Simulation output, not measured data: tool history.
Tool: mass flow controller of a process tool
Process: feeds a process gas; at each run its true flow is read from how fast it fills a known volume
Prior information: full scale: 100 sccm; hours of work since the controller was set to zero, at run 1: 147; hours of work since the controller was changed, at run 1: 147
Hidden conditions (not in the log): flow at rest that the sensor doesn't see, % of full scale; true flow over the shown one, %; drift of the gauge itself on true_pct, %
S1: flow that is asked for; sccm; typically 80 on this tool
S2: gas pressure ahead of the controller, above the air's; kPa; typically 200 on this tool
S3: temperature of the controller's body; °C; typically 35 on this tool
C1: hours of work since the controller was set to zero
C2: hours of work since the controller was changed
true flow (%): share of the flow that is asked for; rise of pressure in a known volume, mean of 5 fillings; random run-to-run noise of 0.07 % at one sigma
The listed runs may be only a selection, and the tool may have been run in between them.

Run 1, hour 0.0: usual settings; C1 147; C2 147. Result: true flow (%) 99.16.
Run 2, hour 77.7: usual settings but S1 24 sccm; C1 191; C2 191. Result: true flow (%) 97.46.
Run 3, hour 118.6: usual settings but S1 24 sccm; C1 214; C2 214. Result: true flow (%) 97.28.
Run 4, hour 195.0: usual settings but S1 24 sccm; C1 258; C2 258. Result: true flow (%) 97.38.
Run 5, hour 230.7: usual settings but S2 268 kPa; C1 278; C2 278. Result: true flow (%) 99.08.
Run 6, hour 285.5: usual settings but S2 268 kPa; C1 309; C2 309. Result: true flow (%) 99.02.
Run 7, hour 363.7: usual settings but S2 268 kPa; C1 353; C2 353. Result: true flow (%) 99.00.
Run 8, hour 429.4: usual settings but S2 268 kPa; C1 391; C2 391. Result: true flow (%) 99.06.
Run 9, hour 468.6: usual settings but S3 33 °C; C1 413; C2 413. Result: true flow (%) 99.19.
Run 10, hour 508.5: usual settings but S3 33 °C; C1 436; C2 436. Result: true flow (%) 99.18.
Run 11, hour 577.4: usual settings but S3 33 °C; C1 475; C2 475. Result: true flow (%) 99.37.
Run 12, hour 642.6: usual settings but S3 33 °C; C1 512; C2 512. Result: true flow (%) 99.23.
Run 13, hour 692.3: usual settings but S1 88 sccm, S2 176 kPa; C1 540; C2 540. Result: true flow (%) 99.50.
Run 14, hour 740.1: usual settings but S1 52 sccm, S2 201 kPa, S3 21 °C; C1 567; C2 567. Result: true flow (%) 98.66.
Run 15, hour 780.0: usual settings but S1 29 sccm, S2 191 kPa, S3 21 °C; C1 590; C2 590. Result: true flow (%) 97.86.
Run 16, hour 818.4: usual settings but S1 27 sccm, S2 155 kPa, S3 22 °C; C1 612; C2 612. Result: true flow (%) 97.77.
Run 17, hour 879.8: usual settings but S1 27 sccm, S2 155 kPa, S3 22 °C; C1 647; C2 647. Result: true flow (%) 97.78.
Run 18, hour 950.1: usual settings but S1 27 sccm, S2 155 kPa, S3 22 °C; C1 686; C2 686. Result: true flow (%) 97.82.
Run 19, hour 1024.9: usual settings but S1 86 sccm, S2 215 kPa, S3 23 °C; C1 729; C2 729. Result: true flow (%) 99.71.
Run 20, hour 1071.7: usual settings but S2 204 kPa; C1 756; C2 756. Result: true flow (%) 99.18.
Run 21, hour 1103.9: usual settings but S1 53 sccm, S2 141 kPa, S3 27 °C; C1 774; C2 774. Result: true flow (%) 98.69.
Run 22, hour 1148.4: usual settings but S2 273 kPa, S3 30 °C; C1 799; C2 799. Result: true flow (%) 99.09.
Run 23, hour 1225.7: usual settings but S1 43 sccm, S2 218 kPa, S3 23 °C; C1 843; C2 843. Result: true flow (%) 98.24.

Alternative continuations, all from the tool just after run 23; predict every row:
Run A, hour 1301.9: usual settings but S1 43 sccm, S2 253 kPa, S3 23 °C; C1 886; C2 886. Result: true flow (%) ?.
Run B, hour 1301.9: usual settings but S1 89 sccm, S2 218 kPa, S3 27 °C; C1 886; C2 886. Result: true flow (%) ?.
Run C, hour 1301.9: usual settings but S1 30 sccm, S2 260 kPa, S3 26 °C; C1 886; C2 886. Result: true flow (%) ?.

run  true flow (%)
  A          98.19
  B          99.72
  C          97.55
With no hidden state in the tool, these same runs would have given:
run  true flow (%)
  A          98.33
  B          99.64
  C          97.87
